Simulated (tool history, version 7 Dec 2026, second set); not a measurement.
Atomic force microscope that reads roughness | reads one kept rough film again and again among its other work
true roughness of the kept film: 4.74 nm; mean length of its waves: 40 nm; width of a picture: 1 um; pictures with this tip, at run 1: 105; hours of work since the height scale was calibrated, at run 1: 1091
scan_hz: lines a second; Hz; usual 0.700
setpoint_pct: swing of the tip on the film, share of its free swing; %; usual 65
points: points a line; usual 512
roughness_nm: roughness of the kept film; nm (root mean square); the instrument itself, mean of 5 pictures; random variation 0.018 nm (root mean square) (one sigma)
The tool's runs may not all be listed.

run,hour,scan_hz,setpoint_pct,points,pictures with this tip,hours of work since the height scale was calibrated,roughness_nm
1,0.0,0.700,65,512,105,1091,4.302
2,43.2,0.700,65,512,158,1120,4.230
3,101.7,0.700,65,512,230,1161,4.147
# hour 131.9: new tip fitted
4,144.8,0.533,65,512,16,1190,4.504
# hour 207.2: height scale calibrated on a step standard
5,231.2,0.700,65,512,120,17,4.242
6,291.7,0.700,65,512,195,58,4.111
# hour 346.7: new tip fitted
7,346.7,0.570,65,512,0,96,4.425
8,426.6,0.570,65,310,98,151,4.273
9,505.8,0.700,74,512,195,206,4.088
10,557.2,0.700,65,512,258,241,4.102
# hour 562.1: new tip fitted
11,643.7,0.700,65,305,100,300,4.239
12,699.5,0.700,65,670,168,339,4.165
13,773.8,0.700,65,670,259,390,4.061
# hour 782.5: new tip fitted
14,849.7,0.700,65,670,83,442,4.360
15,922.2,0.700,65,670,171,492,4.195
# hour 998.1: new tip fitted
16,1002.3,0.700,65,512,5,547,4.432
17,1053.6,0.700,65,512,68,582,4.379
18,1092.2,0.700,65,512,115,609,4.262
19,1155.7,0.700,65,512,193,652,4.177
20,1209.4,0.700,58,262,259,690,4.079
# hour 1217.2: new tip fitted
21,1288.8,1.165,80,840,88,744,4.203
22,1358.8,0.658,60,493,173,792,4.237
23,1424.2,0.520,72,291,253,837,4.085
# hour 1437.4: new tip fitted
24,1499.7,1.666,78,512,76,889,4.151
25,1563.1,0.700,69,399,154,933,4.193
26,1622.5,0.700,65,651,227,974,4.130
# hour 1650.4: new tip fitted
27,1703.5,0.700,65,651,65,1029,4.401
28,1750.6,1.024,65,512,122,1062,4.256
29,1834.8,0.700,57,528,225,1120,4.152
# hour 1868.8: new tip fitted
30,1887.3,0.700,76,505,22,1155,4.372
31,1972.9,2.972,65,512,127,1214,4.156
# hour 2000.4: height scale calibrated on a step standard
32,2011.5,2.972,65,888,173,8,4.002
33,2068.2,3.414,71,888,243,47,3.787
# hour 2085.5: new tip fitted
34,2140.8,0.700,65,495,68,96,4.310
35,2191.8,0.700,65,272,131,132,4.158
36,2236.5,0.556,57,272,185,162,4.164
37,2290.2,0.735,65,559,251,199,4.027

Hidden state at the last listed run before each entry between runs and at the first one after, where it differs:
Between runs 3 and 4: new tip fitted (hour 131.9)
  radius of the tip, nm: 13.4 -> 5.6; height scale over the true one, %: 2.53 -> 2.59
  measured less the result without the state, roughness_nm: -0.272 -> +0.086 nm (root mean square)
Between runs 4 and 5: height scale calibrated on a step standard (hour 207.2)
  radius of the tip, nm: 5.6 -> 9.2; height scale over the true one, %: 2.59 -> -0.04
  measured less the result without the state, roughness_nm: +0.086 -> -0.196 nm (root mean square)
Between runs 6 and 7: new tip fitted (hour 346.7)
  radius of the tip, nm: 11.6 -> 5.2; height scale over the true one, %: 0.05 -> 0.13
  measured less the result without the state, roughness_nm: -0.296 -> -0.004 nm (root mean square)
Between runs 10 and 11: new tip fitted (hour 562.1)
  radius of the tip, nm: 13.4 -> 8.5; height scale over the true one, %: 0.42 -> 0.54
  measured less the result without the state, roughness_nm: -0.362 -> -0.139 nm (root mean square)
Between runs 13 and 14: new tip fitted (hour 782.5)
  radius of the tip, nm: 13.3 -> 7.8; height scale over the true one, %: 0.72 -> 0.84
  measured less the result without the state, roughness_nm: -0.342 -> -0.096 nm (root mean square)
Between runs 15 and 16: new tip fitted (hour 998.1)
  radius of the tip, nm: 10.7 -> 5.2; height scale over the true one, %: 0.93 -> 1.05
  measured less the result without the state, roughness_nm: -0.224 -> +0.036 nm (root mean square)
Between runs 20 and 21: new tip fitted (hour 1217.2)
  radius of the tip, nm: 13.2 -> 8.2; height scale over the true one, %: 1.34 -> 1.45
  measured less the result without the state, roughness_nm: -0.313 -> -0.085 nm (root mean square)
Between runs 23 and 24: new tip fitted (hour 1437.4)
  radius of the tip, nm: 13.2 -> 8; height scale over the true one, %: 1.65 -> 1.76
  measured less the result without the state, roughness_nm: -0.298 -> -0.063 nm (root mean square)
Between runs 26 and 27: new tip fitted (hour 1650.4)
  radius of the tip, nm: 13 -> 7.2; height scale over the true one, %: 1.93 -> 2.04
  measured less the result without the state, roughness_nm: -0.278 -> -0.018 nm (root mean square)
Between runs 29 and 30: new tip fitted (hour 1868.8)
  radius of the tip, nm: 12.7 -> 6; height scale over the true one, %: 2.23 -> 2.31
  measured less the result without the state, roughness_nm: -0.255 -> +0.050 nm (root mean square)
Between runs 31 and 32: height scale calibrated on a step standard (hour 2000.4)
  radius of the tip, nm: 9.5 -> 10.9; height scale over the true one, %: 2.43 -> 0.06
  measured less the result without the state, roughness_nm: -0.102 -> -0.257 nm (root mean square)
Between runs 33 and 34: new tip fitted (hour 2085.5)
  radius of the tip, nm: 13.2 -> 7.5; height scale over the true one, %: 0.14 -> 0.23
  measured less the result without the state, roughness_nm: -0.335 -> -0.109 nm (root mean square)
